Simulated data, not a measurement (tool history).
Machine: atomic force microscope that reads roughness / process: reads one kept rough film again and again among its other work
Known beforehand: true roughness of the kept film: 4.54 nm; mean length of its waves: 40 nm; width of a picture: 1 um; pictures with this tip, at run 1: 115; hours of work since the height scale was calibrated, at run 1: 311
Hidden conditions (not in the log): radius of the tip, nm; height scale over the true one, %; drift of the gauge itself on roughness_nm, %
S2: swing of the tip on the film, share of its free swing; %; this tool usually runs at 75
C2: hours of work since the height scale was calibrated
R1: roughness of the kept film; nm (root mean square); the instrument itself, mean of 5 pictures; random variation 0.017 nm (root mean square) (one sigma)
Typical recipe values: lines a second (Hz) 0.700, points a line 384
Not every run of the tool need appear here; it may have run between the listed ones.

{"run": 1, "hour": 0.0, "lines a second (Hz)": 0.7, "S2": 75, "points a line": 384, "pictures with this tip": 115, "C2": 311, "R1": 4.207}
{"hour": 4.9, "done": "new tip fitted"}
{"run": 2, "hour": 30.8, "lines a second (Hz)": 0.7, "S2": 75, "points a line": 384, "pictures with this tip": 34, "C2": 323, "R1": 4.218}
{"run": 3, "hour": 62.6, "lines a second (Hz)": 0.7, "S2": 75, "points a line": 384, "pictures with this tip": 77, "C2": 337, "R1": 4.21}
{"run": 4, "hour": 89.5, "lines a second (Hz)": 0.714, "S2": 75, "points a line": 384, "pictures with this tip": 114, "C2": 348, "R1": 4.218}
{"hour": 96.9, "done": "new tip fitted"}
{"run": 5, "hour": 121.4, "lines a second (Hz)": 0.714, "S2": 75, "points a line": 384, "pictures with this tip": 33, "C2": 361, "R1": 4.216}
{"run": 6, "hour": 175.5, "lines a second (Hz)": 0.714, "S2": 75, "points a line": 384, "pictures with this tip": 106, "C2": 384, "R1": 4.226}
{"hour": 188.1, "done": "new tip fitted"}
{"run": 7, "hour": 218.1, "lines a second (Hz)": 1.16, "S2": 75, "points a line": 384, "pictures with this tip": 40, "C2": 402, "R1": 4.186}
{"run": 8, "hour": 260.4, "lines a second (Hz)": 1.16, "S2": 75, "points a line": 384, "pictures with this tip": 97, "C2": 419, "R1": 4.165}
{"hour": 279.9, "done": "new tip fitted"}
{"run": 9, "hour": 319.5, "lines a second (Hz)": 0.637, "S2": 78, "points a line": 597, "pictures with this tip": 53, "C2": 444, "R1": 4.218}
{"run": 10, "hour": 365.3, "lines a second (Hz)": 2.441, "S2": 75, "points a line": 284, "pictures with this tip": 115, "C2": 463, "R1": 3.992}
{"hour": 371.9, "done": "new tip fitted"}
{"run": 11, "hour": 417.3, "lines a second (Hz)": 2.441, "S2": 75, "points a line": 284, "pictures with this tip": 61, "C2": 485, "R1": 4.02}
{"run": 12, "hour": 457.8, "lines a second (Hz)": 2.695, "S2": 89, "points a line": 441, "pictures with this tip": 116, "C2": 502, "R1": 3.797}
{"hour": 463.4, "done": "new tip fitted"}
{"run": 13, "hour": 490.8, "lines a second (Hz)": 2.655, "S2": 75, "points a line": 517, "pictures with this tip": 37, "C2": 515, "R1": 4.035}
{"run": 14, "hour": 525.3, "lines a second (Hz)": 1.294, "S2": 72, "points a line": 384, "pictures with this tip": 84, "C2": 530, "R1": 4.184}
{"hour": 552.8, "done": "new tip fitted"}
{"run": 15, "hour": 584.8, "lines a second (Hz)": 0.624, "S2": 90, "points a line": 384, "pictures with this tip": 43, "C2": 554, "R1": 4.163}
{"run": 16, "hour": 630.9, "lines a second (Hz)": 2.042, "S2": 82, "points a line": 468, "pictures with this tip": 105, "C2": 574, "R1": 3.984}

What differs in the tool's unlogged condition from the final listed run ahead of each entry between runs to the first listed run following it?
After run 1, before run 2: new tip fitted (hour 4.9)
  both runs share identical hidden conditions
After run 4, before run 5: new tip fitted (hour 96.9)
  radius of the tip, nm: 5.1 -> 5
After run 6, before run 7: new tip fitted (hour 188.1)
  both runs share identical hidden conditions
After run 8, before run 9: new tip fitted (hour 279.9)
  both runs share identical hidden conditions
After run 10, before run 11: new tip fitted (hour 371.9)
  both runs share identical hidden conditions
After run 12, before run 13: new tip fitted (hour 463.4)
  radius of the tip, nm: 5.2 -> 5
After run 14, before run 15: new tip fitted (hour 552.8)
  both runs share identical hidden conditions
